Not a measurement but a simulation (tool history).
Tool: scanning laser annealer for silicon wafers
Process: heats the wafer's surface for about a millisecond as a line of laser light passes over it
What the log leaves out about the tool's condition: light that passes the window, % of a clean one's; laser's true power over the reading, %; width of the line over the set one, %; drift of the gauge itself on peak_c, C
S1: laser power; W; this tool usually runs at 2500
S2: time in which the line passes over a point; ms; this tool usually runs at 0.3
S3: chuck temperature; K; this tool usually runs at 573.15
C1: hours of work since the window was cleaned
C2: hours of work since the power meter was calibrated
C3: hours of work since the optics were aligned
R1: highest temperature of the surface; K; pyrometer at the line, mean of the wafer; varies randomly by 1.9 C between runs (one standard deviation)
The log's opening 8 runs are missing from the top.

run,day,S1,S2,S3,C1,C2,C3,R1
9,5.604,2378,0.3,573.15,139,504,1950,1353.15
10,6.254,2378,0.3,573.15,151,516,1962,1354.15
# day 6.929: optics aligned, line set to its width
11,6.996,2595,0.3,573.15,160,526,1,1439.15
12,7.425,2595,0.3,573.15,168,534,9,1437.15
13,8.092,2595,0.258,573.15,181,546,21,1379.15
14,8.75,2500,0.3,560.15,193,558,34,1392.15
15,9.6,2500,0.3,579.15,208,574,49,1408.15
16,10.129,2500,0.3,579.15,218,583,59,1405.15
17,10.733,2500,0.3,573.15,229,595,70,1398.15
18,11.471,2500,0.3,573.15,243,608,84,1398.15
19,12.012,2500,0.258,573.15,253,618,94,1342.15
20,12.858,2500,0.258,573.15,268,634,109,1343.15
21,13.45,2500,0.258,573.15,279,645,120,1338.15
22,14.121,2659,0.232,593.15,292,657,132,1366.15
23,15.012,2659,0.232,593.15,308,673,149,1366.15
24,15.65,2500,0.345,573.15,320,685,161,1453.15

What does the tool deliver on the next run?
25,16.404,2500,0.345,573.15,334,699,174,?

{"run 25": {"R1": 1452.15}}
Take away the tool's hidden state, keep the run-to-run variation as it was, and the same run would have given R1 1481.15 K.
